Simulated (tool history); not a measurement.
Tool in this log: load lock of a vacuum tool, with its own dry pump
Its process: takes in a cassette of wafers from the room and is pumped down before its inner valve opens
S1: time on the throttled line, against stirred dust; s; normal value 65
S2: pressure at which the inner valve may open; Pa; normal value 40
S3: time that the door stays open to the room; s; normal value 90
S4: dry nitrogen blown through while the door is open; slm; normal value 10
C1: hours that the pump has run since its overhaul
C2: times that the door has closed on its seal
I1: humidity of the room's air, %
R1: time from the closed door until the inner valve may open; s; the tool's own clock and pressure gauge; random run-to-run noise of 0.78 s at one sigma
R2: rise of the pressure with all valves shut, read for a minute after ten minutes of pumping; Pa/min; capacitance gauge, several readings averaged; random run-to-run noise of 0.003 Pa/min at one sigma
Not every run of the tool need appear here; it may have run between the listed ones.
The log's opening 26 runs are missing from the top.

run    hour  S1  S2   S3  S4     C1     C2    I1     R1     R2
 27  5384.6  71  71   34  14  11014  21365  43.7  131.3  0.063
 28  5648.9  65  40   90  18  11278  22057  43.2  133.7  0.072
 29  5947.0  45  40   31  10  11576  22837  46.7  121.2  0.069
 30  6126.6  45  40   31  10  11756  23307  44.3  121.4  0.066
 31  6250.0  65  51   90   5  11879  23630  44.2  130.2  0.098
 32  6394.2  65  49   27  10  12023  24008  44.3  132.5  0.069
 33  6603.2  75  40   90  10  12232  24555  47.6  141.1  0.099
 34  6729.7  75  40   90  10  12359  24886  43.1  141.4  0.092
 35  7005.3  65  40   90  21  12634  25607  44.5  135.4  0.084
 36  7165.9  38  43  129  25  12795  26028  44.9  117.4  0.093

Forecast each of these 5 alternatives for the next run:
  A  7310.0   90  40   60  10  12939  26405  45.6   ?   ?
  B  7310.0   91  43   57  12  12939  26405  42.6   ?   ?
  C  7310.0  112  40  222   6  12939  26405  47.7   ?   ?
  D  7310.0   53  43   87   5  12939  26405  46.4   ?   ?
  E  7310.0  125  43   39  25  12939  26405  45.1   ?   ?

run     R1     R2
  A  151.4  0.088
  B  150.2  0.081
  C  165.7  0.163
  D  127.6  0.109
  E  170.2  0.071
Stripped of hidden state, with their random variation kept, the same runs would have yielded:
run     R1     R2
  A  137.5  0.037
  B  136.9  0.031
  C  153.8  0.112
  D  111.0  0.057
  E  159.8  0.020
